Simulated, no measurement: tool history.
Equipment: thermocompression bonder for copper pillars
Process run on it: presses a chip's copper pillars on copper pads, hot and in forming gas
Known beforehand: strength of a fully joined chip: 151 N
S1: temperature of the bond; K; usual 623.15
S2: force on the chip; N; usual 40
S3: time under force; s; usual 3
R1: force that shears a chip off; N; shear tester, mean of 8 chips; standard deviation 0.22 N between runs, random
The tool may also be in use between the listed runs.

run 1 hour=0 | S1=623.15 S2=40 S3=3 | R1=82.1
-- hour=6.1 heater calibrated with a thermocouple chip
run 2 hour=24.5 | S1=604.15 S2=40 S3=3 | R1=60.8
-- hour=33.1 forming gas filter changed
run 3 hour=53.9 | S1=614.15 S2=40 S3=3 | R1=70
run 4 hour=72.4 | S1=614.15 S2=40 S3=3 | R1=70.1
run 5 hour=90.2 | S1=599.15 S2=40 S3=3 | R1=58.8
run 6 hour=109.5 | S1=599.15 S2=40 S3=3 | R1=58.8
run 7 hour=127 | S1=599.15 S2=40 S3=3 | R1=58.8
run 8 hour=159.5 | S1=599.15 S2=40 S3=3 | R1=58.7
-- hour=169.3 forming gas filter changed
run 9 hour=189.6 | S1=613.15 S2=40 S3=3 | R1=69.9
run 10 hour=220.3 | S1=613.15 S2=40 S3=3 | R1=70
run 11 hour=251.3 | S1=613.15 S2=40 S3=3 | R1=69.7
run 12 hour=281.8 | S1=613.15 S2=40 S3=3 | R1=69.2
-- hour=305 forming gas filter changed
run 13 hour=308.7 | S1=613.15 S2=40 S3=3 | R1=70.8
run 14 hour=331.1 | S1=645.15 S2=40 S3=3 | R1=94.1
run 15 hour=364.6 | S1=645.15 S2=48 S3=3 | R1=100.6
run 16 hour=390.1 | S1=645.15 S2=48 S3=3 | R1=100.2
run 17 hour=420.2 | S1=645.15 S2=48 S3=3 | R1=99.7
-- hour=441.2 forming gas filter changed
run 18 hour=443.5 | S1=623.15 S2=40 S3=3 | R1=79.3
run 19 hour=462 | S1=623.15 S2=40 S3=3 | R1=78.7
run 20 hour=484.3 | S1=609.15 S2=40 S3=3 | R1=68.6
run 21 hour=513.5 | S1=609.15 S2=40 S3=3 | R1=68.2
run 22 hour=534.5 | S1=609.15 S2=40 S3=3 | R1=68.1
run 23 hour=562.1 | S1=651.15 S2=28 S3=3 | R1=83.6
-- hour=576.3 forming gas filter changed
run 24 hour=583.9 | S1=651.15 S2=28 S3=3 | R1=85.8
run 25 hour=601.9 | S1=623.15 S2=26 S3=3 | R1=63.5
run 26 hour=632.6 | S1=623.15 S2=40 S3=2 | R1=69.1
run 27 hour=658.7 | S1=623.15 S2=28 S3=2 | R1=56.7
run 28 hour=684.3 | S1=639.15 S2=33 S3=3 | R1=82.7
-- hour=708.4 force cell calibrated
-- hour=713.5 forming gas filter changed
run 29 hour=716.1 | S1=621.15 S2=40 S3=3 | R1=82
run 30 hour=741.8 | S1=621.15 S2=40 S3=3 | R1=81.4
run 31 hour=761.4 | S1=611.15 S2=34 S3=8 | R1=94
run 32 hour=776.9 | S1=608.15 S2=42 S3=3 | R1=73.4
run 33 hour=797 | S1=623.15 S2=45 S3=3 | R1=86.7
run 34 hour=823.1 | S1=641.15 S2=46 S3=3 | R1=99.6
-- hour=850.4 forming gas filter changed
run 35 hour=858.2 | S1=641.15 S2=46 S3=3 | R1=101.9
run 36 hour=888.3 | S1=623.15 S2=36 S3=8 | R1=105.4
run 37 hour=910.2 | S1=608.15 S2=43 S3=4 | R1=82.4
run 38 hour=937.7 | S1=608.15 S2=42 S3=2 | R1=64.1

Some steps in R1, run to run, broken into two amounts with sign: the step expected even without the hidden condition (settings, incoming material, random variation), and the rest, left for the hidden condition together with whatever gauge scatter is not in both the measured and the hidden-condition-free result:
The tool's hidden condition here consists of: true temperature of the bond over the reading, C; force that reaches the chip, % of what is set; oxide that the forming gas leaves, % of the face; drift of the gauge itself on shear_n, %.
Run 1 -> 2: S1 623.15 -> 604.15, heater calibrated with a thermocouple chip. R1 -21.3 N: hidden state -7.4, all else -13.9.
Run 13 -> 14: S1 613.15 -> 645.15. R1 +23.3 N: hidden state -0.5, all else +23.8.
Run 17 -> 18: S1 645.15 -> 623.15, S2 48 -> 40, forming gas filter changed. R1 -20.4 N: hidden state +2.7, all else -23.1.
Run 27 -> 28: S1 623.15 -> 639.15, S2 28 -> 33, S3 2 -> 3. R1 +26 N: hidden state -0.6, all else +26.6.
Run 28 -> 29: S1 639.15 -> 621.15, S2 33 -> 40, force cell calibrated, forming gas filter changed. R1 -0.7 N: hidden state +4.6, all else -5.3.
Run 36 -> 37: S1 623.15 -> 608.15, S2 36 -> 43, S3 8 -> 4. R1 -23 N: hidden state +0.3, all else -23.3.
